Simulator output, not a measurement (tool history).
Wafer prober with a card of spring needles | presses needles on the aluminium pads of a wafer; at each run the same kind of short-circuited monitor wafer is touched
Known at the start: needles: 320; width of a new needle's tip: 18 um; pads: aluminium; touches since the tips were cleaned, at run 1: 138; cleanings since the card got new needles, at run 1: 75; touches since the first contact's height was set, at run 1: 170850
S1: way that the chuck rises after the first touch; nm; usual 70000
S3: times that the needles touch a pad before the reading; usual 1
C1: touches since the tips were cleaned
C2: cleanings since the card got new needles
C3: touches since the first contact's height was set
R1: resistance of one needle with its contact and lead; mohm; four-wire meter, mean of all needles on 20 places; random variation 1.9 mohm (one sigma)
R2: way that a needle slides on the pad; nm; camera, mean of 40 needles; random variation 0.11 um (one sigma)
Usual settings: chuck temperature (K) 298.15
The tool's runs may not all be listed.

Run 1, hour 0.0: usual settings; C1 138; C2 75; C3 170850. Result: R1 212 mohm, R2 8690 nm.
At hour 4.8: tips cleaned on abrasive film.
At hour 10.7: tips cleaned on abrasive film.
At hour 16.6: tips cleaned on abrasive film.
At hour 22.6: tips cleaned on abrasive film.
At hour 28.5: tips cleaned on abrasive film.
Run 2, hour 28.8: usual settings; C1 120; C2 80; C3 182184. Result: R1 212 mohm, R2 8550 nm.
At hour 33.6: tips cleaned on abrasive film.
At hour 39.5: tips cleaned on abrasive film.
At hour 45.5: tips cleaned on abrasive film.
At hour 51.4: tips cleaned on abrasive film.
At hour 57.3: tips cleaned on abrasive film.
At hour 63.3: tips cleaned on abrasive film.
At hour 69.2: tips cleaned on abrasive film.
Run 3, hour 69.9: usual settings; C1 282; C2 87; C3 198354. Result: R1 218 mohm, R2 8720 nm.
At hour 74.7: tips cleaned on abrasive film.
At hour 77.3: height of the first contact set anew.
At hour 79.7: tips cleaned on abrasive film.
At hour 85.7: tips cleaned on abrasive film.
At hour 90.4: tips cleaned on abrasive film.
At hour 96.4: tips cleaned on abrasive film.
At hour 102.3: tips cleaned on abrasive film.
At hour 108.2: tips cleaned on abrasive film.
Run 4, hour 109.3: usual settings; C1 437; C2 94; C3 12587. Result: R1 226 mohm, R2 9130 nm.
At hour 114.1: tips cleaned on abrasive film.
At hour 120.0: tips cleaned on abrasive film.
At hour 126.0: tips cleaned on abrasive film.
At hour 130.8: tips cleaned on abrasive film.
At hour 136.7: tips cleaned on abrasive film.
At hour 142.6: tips cleaned on abrasive film.
Run 5, hour 145.2: usual settings; C1 1045; C2 100; C3 26716. Result: R1 239 mohm, R2 9070 nm.
At hour 147.7: tips cleaned on abrasive film.
At hour 152.4: tips cleaned on abrasive film.
At hour 158.4: tips cleaned on abrasive film.
At hour 164.3: tips cleaned on abrasive film.
At hour 169.1: tips cleaned on abrasive film.
Run 6, hour 171.3: usual settings; C1 907; C2 105; C3 36971. Result: R1 241 mohm, R2 8940 nm.
At hour 174.9: tips cleaned on abrasive film.
At hour 179.7: tips cleaned on abrasive film.
At hour 185.7: tips cleaned on abrasive film.
At hour 190.4: tips cleaned on abrasive film.
At hour 196.4: tips cleaned on abrasive film.
At hour 202.3: tips cleaned on abrasive film.
Run 7, hour 206.7: usual settings; C1 1765; C2 111; C3 50886. Result: R1 262 mohm, R2 9280 nm.
At hour 208.0: tips cleaned on abrasive film.
At hour 212.7: tips cleaned on abrasive film.
At hour 218.7: tips cleaned on abrasive film.
At hour 224.6: tips cleaned on abrasive film.
At hour 230.5: tips cleaned on abrasive film.
At hour 236.5: tips cleaned on abrasive film.
At hour 242.4: tips cleaned on abrasive film.
Run 8, hour 244.7: usual settings; C1 911; C2 118; C3 65816. Result: R1 244 mohm, R2 8990 nm.
At hour 248.3: tips cleaned on abrasive film.
At hour 254.2: tips cleaned on abrasive film.
At hour 259.0: tips cleaned on abrasive film.
At hour 264.9: tips cleaned on abrasive film.
At hour 269.7: tips cleaned on abrasive film.
At hour 275.6: tips cleaned on abrasive film.
Run 9, hour 277.0: usual settings but chuck temperature (K) 362.15; C1 564; C2 124; C3 78529. Result: R1 242 mohm, R2 8860 nm.
At hour 280.6: tips cleaned on abrasive film.
At hour 286.6: tips cleaned on abrasive film.
At hour 292.5: tips cleaned on abrasive film.
At hour 298.5: tips cleaned on abrasive film.
At hour 304.4: tips cleaned on abrasive film.
At hour 310.3: tips cleaned on abrasive film.
At hour 316.3: tips cleaned on abrasive film.
At hour 322.2: tips cleaned on abrasive film.
At hour 327.0: tips cleaned on abrasive film.
At hour 332.9: tips cleaned on abrasive film.
At hour 338.8: tips cleaned on abrasive film.
Run 10, hour 340.4: usual settings but S1 52000 nm, chuck temperature (K) 302.15, S3 2; C1 621; C2 135; C3 103447. Result: R1 237 mohm, R2 6440 nm.
At hour 344.0: tips cleaned on abrasive film.
At hour 349.9: tips cleaned on abrasive film.
At hour 355.9: tips cleaned on abrasive film.
At hour 360.6: tips cleaned on abrasive film.
At hour 366.6: tips cleaned on abrasive film.
At hour 372.5: tips cleaned on abrasive film.
At hour 378.4: tips cleaned on abrasive film.
At hour 384.4: tips cleaned on abrasive film.
At hour 389.1: tips cleaned on abrasive film.
At hour 394.1: tips cleaned on abrasive film.
Run 11, hour 394.1: usual settings but S1 81000 nm, S3 2; C1 0; C2 145; C3 124539. Result: R1 204 mohm, R2 10210 nm.
At hour 400.0: tips cleaned on abrasive film.
At hour 405.9: tips cleaned on abrasive film.
At hour 411.9: tips cleaned on abrasive film.
At hour 417.8: tips cleaned on abrasive film.
At hour 422.6: tips cleaned on abrasive film.
At hour 428.2: tips cleaned on abrasive film.
Run 12, hour 428.2: usual settings but S3 2; C1 0; C2 151; C3 137977. Result: R1 209 mohm, R2 8660 nm.
At hour 434.2: tips cleaned on abrasive film.
At hour 440.1: tips cleaned on abrasive film.
At hour 446.0: tips cleaned on abrasive film.
At hour 452.0: tips cleaned on abrasive film.
At hour 457.9: tips cleaned on abrasive film.
At hour 463.8: tips cleaned on abrasive film.
At hour 468.6: tips cleaned on abrasive film.
At hour 473.4: tips cleaned on abrasive film.
At hour 479.3: tips cleaned on abrasive film.
At hour 485.3: tips cleaned on abrasive film.
At hour 490.0: tips cleaned on abrasive film.
Run 13, hour 491.7: usual settings but S1 80000 nm, chuck temperature (K) 319.15; C1 673; C2 162; C3 162950. Result: R1 231 mohm, R2 9840 nm.
At hour 495.3: tips cleaned on abrasive film.
At hour 501.2: tips cleaned on abrasive film.
At hour 506.0: tips cleaned on abrasive film.
At hour 511.9: tips cleaned on abrasive film.
At hour 517.9: tips cleaned on abrasive film.
At hour 523.8: tips cleaned on abrasive film.
At hour 529.8: tips cleaned on abrasive film.
At hour 535.4: tips cleaned on abrasive film.
Run 14, hour 535.4: usual settings but S1 81000 nm, chuck temperature (K) 319.15; C1 0; C2 170; C3 180118. Result: R1 215 mohm, R2 10160 nm.
At hour 540.2: tips cleaned on abrasive film.
At hour 546.1: tips cleaned on abrasive film.
At hour 550.9: tips cleaned on abrasive film.
At hour 556.8: tips cleaned on abrasive film.
At hour 561.6: tips cleaned on abrasive film.
At hour 567.5: tips cleaned on abrasive film.
At hour 573.4: tips cleaned on abrasive film.
At hour 579.4: tips cleaned on abrasive film.
At hour 585.3: tips cleaned on abrasive film.
Run 15, hour 585.3: usual settings but S1 81000 nm, chuck temperature (K) 319.15; C1 6; C2 179; C3 199750. Result: R1 212 mohm, R2 10040 nm.
At hour 589.1: height of the first contact set anew.
At hour 590.4: tips cleaned on abrasive film.
At hour 596.3: tips cleaned on abrasive film.
At hour 602.3: tips cleaned on abrasive film.
At hour 608.2: tips cleaned on abrasive film.
At hour 614.1: tips cleaned on abrasive film.
At hour 620.1: tips cleaned on abrasive film.
At hour 626.0: tips cleaned on abrasive film.
Run 16, hour 627.9: usual settings but S1 81000 nm, chuck temperature (K) 319.15, S3 2; C1 779; C2 186; C3 15265. Result: R1 222 mohm, R2 10830 nm.
At hour 631.5: tips cleaned on abrasive film.
At hour 636.3: tips cleaned on abrasive film.
At hour 642.2: tips cleaned on abrasive film.
At hour 647.0: tips cleaned on abrasive film.
At hour 652.9: tips cleaned on abrasive film.
At hour 658.9: tips cleaned on abrasive film.
At hour 664.8: tips cleaned on abrasive film.
At hour 670.0: tips cleaned on abrasive film.
Run 17, hour 670.0: usual settings but S1 81000 nm, chuck temperature (K) 319.15, S3 2; C1 0; C2 194; C3 31785. Result: R1 212 mohm, R2 10580 nm.
At hour 675.9: tips cleaned on abrasive film.
At hour 681.9: tips cleaned on abrasive film.
At hour 687.8: tips cleaned on abrasive film.
At hour 693.7: tips cleaned on abrasive film.
At hour 699.7: tips cleaned on abrasive film.
At hour 705.6: tips cleaned on abrasive film.
Run 18, hour 707.3: usual settings but S1 86000 nm; C1 675; C2 200; C3 46476. Result: R1 227 mohm, R2 11240 nm.

Forecast each of these 5 alternatives for the next run:
At hour 710.9: tips cleaned on abrasive film.
At hour 716.8: tips cleaned on abrasive film.
At hour 721.6: tips cleaned on abrasive film.
At hour 727.5: tips cleaned on abrasive film.
At hour 732.3: tips cleaned on abrasive film.
At hour 738.2: tips cleaned on abrasive film.
Run A, hour 738.4: usual settings but chuck temperature (K) 318.15, S3 2; C1 79; C2 206; C3 58705. Result: R1 ?, R2 ?.
At hour 710.9: tips cleaned on abrasive film.
At hour 716.8: tips cleaned on abrasive film.
At hour 721.6: tips cleaned on abrasive film.
At hour 727.5: tips cleaned on abrasive film.
At hour 732.3: tips cleaned on abrasive film.
At hour 738.2: tips cleaned on abrasive film.
Run B, hour 738.4: usual settings but chuck temperature (K) 323.15, S3 2; C1 79; C2 206; C3 58705. Result: R1 ?, R2 ?.
At hour 710.9: tips cleaned on abrasive film.
At hour 716.8: tips cleaned on abrasive film.
At hour 721.6: tips cleaned on abrasive film.
At hour 727.5: tips cleaned on abrasive film.
At hour 732.3: tips cleaned on abrasive film.
At hour 738.2: tips cleaned on abrasive film.
Run C, hour 738.4: usual settings but S1 88000 nm, chuck temperature (K) 324.15; C1 79; C2 206; C3 58705. Result: R1 ?, R2 ?.
At hour 710.9: tips cleaned on abrasive film.
At hour 716.8: tips cleaned on abrasive film.
At hour 721.6: tips cleaned on abrasive film.
At hour 727.5: tips cleaned on abrasive film.
At hour 732.3: tips cleaned on abrasive film.
At hour 738.2: tips cleaned on abrasive film.
Run D, hour 738.4: usual settings but S1 67000 nm; C1 79; C2 206; C3 58705. Result: R1 ?, R2 ?.
At hour 710.9: tips cleaned on abrasive film.
At hour 716.8: tips cleaned on abrasive film.
At hour 721.6: tips cleaned on abrasive film.
At hour 727.5: tips cleaned on abrasive film.
At hour 732.3: tips cleaned on abrasive film.
At hour 738.2: tips cleaned on abrasive film.
Run E, hour 738.4: usual settings but chuck temperature (K) 323.15; C1 79; C2 206; C3 58705. Result: R1 ?, R2 ?.

run   R1     R2
  A  215   9160
  B  218   9260
  C  208  11540
  D  213   8690
  E  218   9040
Without the tool's hidden state the same runs would have given:
run   R1     R2
  A  207   9380
  B  210   9490
  C  201  11760
  D  201   8910
  E  206   9260
